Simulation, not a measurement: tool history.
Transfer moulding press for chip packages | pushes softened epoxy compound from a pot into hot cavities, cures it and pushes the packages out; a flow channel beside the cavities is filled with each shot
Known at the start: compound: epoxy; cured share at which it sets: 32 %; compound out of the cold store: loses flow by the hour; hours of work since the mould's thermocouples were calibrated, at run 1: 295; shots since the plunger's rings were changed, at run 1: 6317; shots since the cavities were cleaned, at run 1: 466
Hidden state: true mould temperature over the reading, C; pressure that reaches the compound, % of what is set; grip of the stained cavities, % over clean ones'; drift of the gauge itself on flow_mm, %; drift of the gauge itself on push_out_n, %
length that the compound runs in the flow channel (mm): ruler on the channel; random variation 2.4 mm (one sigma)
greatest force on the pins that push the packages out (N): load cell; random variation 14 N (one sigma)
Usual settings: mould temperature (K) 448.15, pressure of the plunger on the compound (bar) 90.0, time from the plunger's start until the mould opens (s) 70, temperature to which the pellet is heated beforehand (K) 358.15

run	hour	mould temperature (K)	pressure of the plunger on the compound (bar)	time from the plunger's start until the mould opens (s)	temperature to which the pellet is heated beforehand (K)	hours of work since the mould's thermocouples were calibrated	shots since the plunger's rings were changed	shots since the cavities were cleaned	incoming compound's hours out of the cold store	length that the compound runs in the flow channel (mm)	greatest force on the pins that push the packages out (N)
1	0.0	448.15	90.0	70	358.15	295	6317	466	26.1	878	698
2	14.9	448.15	90.0	70	357.15	306	6544	693	15.6	909	726
# hour 19.9: mould's thermocouples calibrated
# hour 29.1: plunger's sealing rings changed
# hour 32.9: cavities cleaned with cleaning compound and waxed
3	39.2	448.15	90.0	70	357.15	11	132	96	39.1	836	684
4	49.3	448.15	90.0	70	357.15	18	287	251	47.0	811	684
5	57.6	448.15	90.0	70	357.15	24	414	378	8.6	938	736
6	75.0	448.15	90.0	70	357.15	37	679	643	46.8	818	667
7	83.2	448.15	90.0	70	357.15	42	806	770	29.8	868	682
# hour 93.0: cavities cleaned with cleaning compound and waxed
8	94.4	448.15	90.0	70	357.15	49	953	22	41.8	828	666
9	109.8	449.15	90.0	70	357.15	60	1189	258	33.2	847	640
10	123.8	449.15	90.0	70	357.15	70	1403	472	41.0	828	621
11	139.6	449.15	90.0	87	366.15	82	1645	714	10.4	920	488
12	148.4	443.15	68.1	70	358.15	88	1779	848	32.9	760	984
# hour 151.8: cavities cleaned with cleaning compound and waxed
13	168.2	445.15	69.7	70	368.15	101	2058	249	22.5	790	799
14	181.7	445.15	69.7	70	368.15	111	2265	456	23.8	783	810
15	198.0	447.15	86.2	70	368.15	122	2515	706	19.7	884	732
# hour 210.9: cavities cleaned with cleaning compound and waxed
16	214.5	449.15	90.0	52	352.15	133	2744	55	19.9	893	1433
17	227.0	449.15	72.4	70	348.15	142	2935	246	31.5	769	641
18	238.2	452.15	90.0	63	358.15	150	3107	418	13.0	909	708

Forecast run 19:
19	254.9	452.15	90.0	63	358.15	162	3362	673	30.5	?	?

Run 19 gave length that the compound runs in the flow channel (mm) 853, greatest force on the pins that push the packages out (N) 667.
Without the tool's hidden state the same run would have given length that the compound runs in the flow channel (mm) 853, greatest force on the pins that push the packages out (N) 663.
